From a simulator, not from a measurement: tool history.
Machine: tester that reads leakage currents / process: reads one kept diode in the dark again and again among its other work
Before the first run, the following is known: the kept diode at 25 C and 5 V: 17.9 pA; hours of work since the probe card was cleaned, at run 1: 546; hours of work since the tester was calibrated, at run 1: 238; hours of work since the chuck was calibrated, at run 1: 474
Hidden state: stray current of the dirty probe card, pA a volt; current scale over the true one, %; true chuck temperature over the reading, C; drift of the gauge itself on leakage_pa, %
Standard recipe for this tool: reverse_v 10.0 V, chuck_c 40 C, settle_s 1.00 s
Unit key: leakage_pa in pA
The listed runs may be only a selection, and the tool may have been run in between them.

| run | day | reverse_v | chuck_c | settle_s | hours of work since the probe card was cleaned | hours of work since the tester was calibrated | hours of work since the chuck was calibrated | leakage_pa |
|---|---|---|---|---|---|---|---|---|
| 1 | 0.000 | 10.0 | 40 | 1.00 | 546 | 238 | 474 | 74.79 |
| 2 | 2.892 | 10.0 | 40 | 1.00 | 576 | 268 | 504 | 75.10 |
| 3 | 5.621 | 10.0 | 40 | 1.00 | 604 | 296 | 532 | 74.89 |
| 4 | 8.750 | 10.0 | 40 | 2.30 | 636 | 329 | 565 | 74.50 |
| 5 | 10.471 | 10.0 | 40 | 2.30 | 654 | 346 | 582 | 74.08 |
| 6 | 12.721 | 10.0 | 40 | 2.30 | 677 | 370 | 606 | 74.61 |
| 7 | 14.212 | 10.0 | 43 | 1.00 | 693 | 385 | 621 | 91.36 |
| 8 | 17.038 | 10.0 | 40 | 1.00 | 722 | 414 | 650 | 75.10 |
| 9 | 18.962 | 10.0 | 40 | 1.00 | 742 | 434 | 670 | 75.13 |
| 10 | 20.804 | 12.0 | 40 | 1.00 | 761 | 453 | 689 | 81.43 |
| 11 | 22.483 | 14.7 | 40 | 1.00 | 778 | 471 | 707 | 89.29 |
| 12 | 24.654 | 10.0 | 40 | 0.53 | 801 | 493 | 729 | 76.01 |
| 13 | 26.721 | 4.7 | 40 | 2.01 | 822 | 515 | 751 | 52.71 |
| 14 | 29.625 | 10.0 | 47 | 0.73 | 852 | 545 | 781 | 120.32 |
| 15 | 31.892 | 10.2 | 40 | 5.89 | 876 | 568 | 804 | 74.71 |
| 16 | 33.604 | 8.5 | 31 | 0.43 | 894 | 586 | 822 | 38.61 |
| 17 | 35.742 | 10.0 | 34 | 1.00 | 916 | 608 | 844 | 49.62 |
| 18 | 38.117 | 10.0 | 34 | 1.00 | 940 | 633 | 868 | 49.66 |
| 19 | 40.617 | 10.0 | 40 | 4.77 | 966 | 658 | 894 | 73.85 |
| 20 | 43.671 | 9.4 | 24 | 4.06 | 998 | 690 | 926 | 22.48 |
| 21 | 45.050 | 2.4 | 44 | 4.06 | 1012 | 704 | 940 | 51.59 |
| 22 | 46.588 | 8.8 | 44 | 0.97 | 1028 | 720 | 956 | 92.54 |
| 23 | 49.129 | 4.5 | 36 | 1.00 | 1054 | 747 | 982 | 39.44 |

Each row is a separate what-if for the run after 23, all from the same tool condition, not one after another. Results?
| A | 51.158 | 10.0 | 27 | 8.31 | 1075 | 768 | 1003 | ? |
| B | 51.158 | 16.7 | 36 | 0.96 | 1075 | 768 | 1003 | ? |
| C | 51.158 | 10.0 | 40 | 1.27 | 1075 | 768 | 1003 | ? |
| D | 51.158 | 1.0 | 27 | 7.78 | 1075 | 768 | 1003 | ? |

| run | leakage_pa |
|---|---|
| A | 28.70 |
| B | 72.38 |
| C | 74.63 |
| D | 10.22 |
With no hidden state in the tool, these same runs would have given:
| run | leakage_pa |
|---|---|
| A | 28.70 |
| B | 72.37 |
| C | 74.62 |
| D | 10.22 |
